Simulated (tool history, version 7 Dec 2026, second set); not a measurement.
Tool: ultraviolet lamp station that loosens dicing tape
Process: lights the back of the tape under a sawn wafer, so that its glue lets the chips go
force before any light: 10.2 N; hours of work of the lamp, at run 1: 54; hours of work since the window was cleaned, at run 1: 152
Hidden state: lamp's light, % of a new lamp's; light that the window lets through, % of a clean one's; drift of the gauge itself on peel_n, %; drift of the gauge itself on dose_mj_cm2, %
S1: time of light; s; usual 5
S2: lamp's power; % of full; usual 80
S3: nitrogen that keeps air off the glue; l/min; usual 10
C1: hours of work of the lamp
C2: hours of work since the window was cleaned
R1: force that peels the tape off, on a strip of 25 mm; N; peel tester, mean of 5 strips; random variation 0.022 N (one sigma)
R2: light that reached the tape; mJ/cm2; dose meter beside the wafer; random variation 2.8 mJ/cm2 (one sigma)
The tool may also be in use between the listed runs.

| run | hour | S1 | S2 | S3 | C1 | C2 | R1 | R2 |
|---|---|---|---|---|---|---|---|---|
| 1 | 0 | 5 | 80 | 10 | 54 | 152 | 1.175 | 357 |
| 2 | 19 | 5 | 80 | 10 | 66 | 163 | 1.154 | 353 |
| 3 | 27.9 | 5 | 70 | 10 | 72 | 169 | 1.487 | 312 |
| 4 | 37.8 | 5 | 70 | 10 | 78 | 175 | 1.541 | 305 |
| 5 | 55.5 | 5 | 70 | 10 | 89 | 186 | 1.583 | 310 |
| 6 | 71.3 | 5 | 70 | 10 | 99 | 196 | 1.591 | 304 |
| 7 | 88.9 | 5 | 82 | 10 | 110 | 207 | 1.192 | 360 |
| 8 | 99 | 3 | 80 | 5 | 116 | 214 | 3.588 | 215 |
| 9 | 107.4 | 3 | 94 | 7 | 122 | 219 | 2.704 | 241 |
| 10 | 126.4 | 3 | 94 | 7 | 134 | 231 | 2.687 | 244 |
| 11 | 141.9 | 8 | 62 | 15 | 143 | 240 | 0.606 | 422 |
| 12 | 155.9 | 8 | 65 | 15 | 152 | 249 | 0.581 | 446 |

Hidden state or all else? Some run-to-run changes of R1, split into what the settings, what came in and random variation would give without the hidden state, and what is left for the hidden state (with any gauge scatter that isn't in both results):
Run 7 -> 8: S1 5 -> 3, S2 82 -> 80, S3 10 -> 5. R1 +2.396 N: hidden state +0.127, all else +2.269.
Run 10 -> 11: S1 3 -> 8, S2 94 -> 62, S3 7 -> 15. R1 -2.081 N: hidden state -0.205, all else -1.876.
